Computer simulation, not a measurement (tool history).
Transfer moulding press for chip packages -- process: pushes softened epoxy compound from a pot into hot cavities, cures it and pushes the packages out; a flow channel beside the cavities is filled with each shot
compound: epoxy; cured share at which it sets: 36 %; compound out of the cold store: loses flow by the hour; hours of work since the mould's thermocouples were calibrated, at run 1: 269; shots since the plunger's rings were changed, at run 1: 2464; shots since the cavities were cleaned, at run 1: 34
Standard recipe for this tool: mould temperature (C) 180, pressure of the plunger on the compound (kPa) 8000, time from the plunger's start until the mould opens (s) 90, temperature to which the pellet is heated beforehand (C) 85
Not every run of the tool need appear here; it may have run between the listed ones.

run,hour,mould temperature (C),pressure of the plunger on the compound (kPa),time from the plunger's start until the mould opens (s),temperature to which the pellet is heated beforehand (C),hours of work since the mould's thermocouples were calibrated,shots since the plunger's rings were changed,shots since the cavities were cleaned,incoming compound's hours out of the cold store,length that the compound runs in the flow channel (mm),greatest force on the pins that push the packages out (N)
1,0.0,180,8000,90,85,269,2464,34,28.3,626,225
2,32.5,180,8000,90,85,288,2822,392,13.4,654,272
# hour 35.6: cavities cleaned with cleaning compound and waxed
3,68.1,180,8000,90,85,308,3199,359,17.0,649,317
# hour 74.6: cavities cleaned with cleaning compound and waxed
# hour 101.0: plunger's sealing rings changed
4,105.8,180,6510,90,85,328,53,317,42.1,559,248
# hour 116.4: cavities cleaned with cleaning compound and waxed
5,122.3,180,8000,90,91,337,219,65,8.5,705,227
6,146.9,180,8000,90,91,352,490,336,44.8,605,240
# hour 153.2: cavities cleaned with cleaning compound and waxed, once more
7,179.9,180,8000,129,85,370,837,294,43.9,608,174
# hour 192.3: cavities cleaned with cleaning compound and waxed
8,205.9,180,8000,129,85,385,1108,150,24.5,652,177
# hour 232.8: cavities cleaned with cleaning compound and waxed
9,232.8,180,8000,129,85,400,1388,0,39.7,603,159
10,253.7,180,8000,129,85,412,1619,231,43.1,603,176
# hour 271.8: cavities cleaned with cleaning compound and waxed
11,271.8,180,8000,129,85,422,1802,0,41.8,608,155
12,290.9,180,8000,129,85,433,2013,211,40.6,615,173
13,305.6,180,8000,90,85,442,2175,373,43.7,602,247
# hour 311.4: cavities cleaned with cleaning compound and waxed
14,336.0,185,8000,90,85,459,2494,271,19.1,643,209
# hour 350.4: cavities cleaned with cleaning compound and waxed
15,353.1,185,8000,90,85,468,2665,29,20.4,637,177
16,376.6,180,8000,90,81,482,2925,289,17.3,656,257
# hour 388.6: cavities cleaned with cleaning compound and waxed
17,402.8,180,6690,104,85,497,3198,157,9.8,626,207
# hour 427.3: cavities cleaned with cleaning compound and waxed
# hour 438.4: plunger's sealing rings changed
18,440.5,173,9190,117,86,517,22,118,35.1,708,210
19,456.7,173,9190,117,86,526,202,298,43.3,675,223
# hour 469.8: cavities cleaned with cleaning compound and waxed
20,485.6,185,9910,114,86,543,504,174,41.7,683,176
# hour 510.5: cavities cleaned with cleaning compound and waxed
21,522.4,173,6520,74,80,563,893,131,22.0,619,632
# hour 550.8: cavities cleaned with cleaning compound and waxed
22,554.7,180,8000,90,89,582,1233,43,24.2,650,224
23,582.0,180,8000,106,90,598,1534,344,9.9,689,200
# hour 589.1: cavities cleaned with cleaning compound and waxed
24,609.6,180,6390,125,85,613,1822,225,43.2,532,177
25,624.5,180,6390,125,85,622,1987,390,8.8,608,193
# hour 628.4: cavities cleaned with cleaning compound and waxed
26,650.9,180,6390,125,85,637,2261,247,36.7,557,187

What if the next run were any one of these 4? Each begins from the tool's condition after run 26:
# hour 668.0: cavities cleaned with cleaning compound and waxed
A,683.5,180,6390,125,76,655,2604,171,23.6,?,?
# hour 668.0: cavities cleaned with cleaning compound and waxed
B,683.5,174,8460,92,85,655,2604,171,10.9,?,?
# hour 668.0: cavities cleaned with cleaning compound and waxed
C,683.5,174,8000,82,84,655,2604,171,33.9,?,?
# hour 668.0: cavities cleaned with cleaning compound and waxed
D,683.5,180,8070,90,85,655,2604,171,19.0,?,?

run,length that the compound runs in the flow channel (mm),greatest force on the pins that push the packages out (N)
A,572,169
B,708,391
C,631,485
D,652,256
The same runs, with their run-to-run variation unchanged, on a tool lacking any hidden condition would have given:
run,length that the compound runs in the flow channel (mm),greatest force on the pins that push the packages out (N)
A,591,147
B,730,312
C,651,393
D,673,209

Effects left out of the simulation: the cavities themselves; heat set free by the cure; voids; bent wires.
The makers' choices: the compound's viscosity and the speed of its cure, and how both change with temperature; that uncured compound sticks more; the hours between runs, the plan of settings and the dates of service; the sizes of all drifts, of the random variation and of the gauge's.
